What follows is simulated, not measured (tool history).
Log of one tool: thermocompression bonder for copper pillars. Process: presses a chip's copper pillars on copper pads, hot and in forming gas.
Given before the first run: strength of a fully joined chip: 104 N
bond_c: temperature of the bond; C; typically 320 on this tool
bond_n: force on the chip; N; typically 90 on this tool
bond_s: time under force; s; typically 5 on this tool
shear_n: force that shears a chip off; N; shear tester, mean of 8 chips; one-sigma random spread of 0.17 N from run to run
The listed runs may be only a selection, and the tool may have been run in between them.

Run 1, hour 0: usual settings. Result: shear_n 42.9 N.
Run 2, hour 32.6: usual settings but bond_c 328 C. Result: shear_n 47.4 N.
Run 3, hour 68.6: usual settings but bond_n 64 N. Result: shear_n 33.3 N.
Run 4, hour 97.2: usual settings. Result: shear_n 42.9 N.
Run 5, hour 121.4: usual settings. Result: shear_n 42.5 N.
Run 6, hour 144.7: usual settings. Result: shear_n 42.9 N.
Run 7, hour 167.9: usual settings. Result: shear_n 42.7 N.
Run 8, hour 208.9: usual settings. Result: shear_n 42.8 N.
Run 9, hour 227.3: usual settings. Result: shear_n 42.4 N.
Run 10, hour 256.5: usual settings but bond_n 74 N. Result: shear_n 37 N.
Run 11, hour 294.2: usual settings but bond_n 74 N. Result: shear_n 37 N.
Run 12, hour 319.1: usual settings but bond_n 71 N. Result: shear_n 35.8 N.
Run 13, hour 343.5: usual settings but bond_n 65 N. Result: shear_n 33.5 N.
Run 14, hour 367.6: usual settings but bond_c 333 C, bond_n 65 N. Result: shear_n 40.1 N.
Run 15, hour 407.5: usual settings but bond_c 292 C. Result: shear_n 28.2 N.
Run 16, hour 432.6: usual settings but bond_n 59 N. Result: shear_n 30.9 N.
Run 17, hour 465.3: usual settings but bond_n 59 N. Result: shear_n 31.1 N.
Run 18, hour 502.9: usual settings but bond_s 4 s. Result: shear_n 39.1 N.
Run 19, hour 542: usual settings but bond_s 4 s. Result: shear_n 39.2 N.
Run 20, hour 565.9: usual settings but bond_s 11 s. Result: shear_n 56.4 N.
At hour 604.4: forming gas filter changed.
Run 21, hour 604.4: usual settings but bond_s 11 s. Result: shear_n 56.6 N.
Run 22, hour 642.9: usual settings but bond_c 319 C, bond_n 55 N, bond_s 8 s. Result: shear_n 35.3 N.
Run 23, hour 671.2: usual settings but bond_c 319 C, bond_n 55 N, bond_s 8 s. Result: shear_n 35.7 N.
Run 24, hour 704.1: usual settings but bond_s 6 s. Result: shear_n 45.6 N.
Run 25, hour 745.3: usual settings but bond_c 319 C, bond_n 117 N, bond_s 6 s. Result: shear_n 54 N.

Run 26, settings as shown, results not yet in. Your forecast:
Run 26, hour 767.6: usual settings but bond_c 319 C, bond_n 117 N, bond_s 6 s. Result: shear_n ?.

Logged for run 26: shear_n 53.7 N.
With the hidden condition absent and the run-to-run variation left alone, this run would have shown shear_n 53.6 N.

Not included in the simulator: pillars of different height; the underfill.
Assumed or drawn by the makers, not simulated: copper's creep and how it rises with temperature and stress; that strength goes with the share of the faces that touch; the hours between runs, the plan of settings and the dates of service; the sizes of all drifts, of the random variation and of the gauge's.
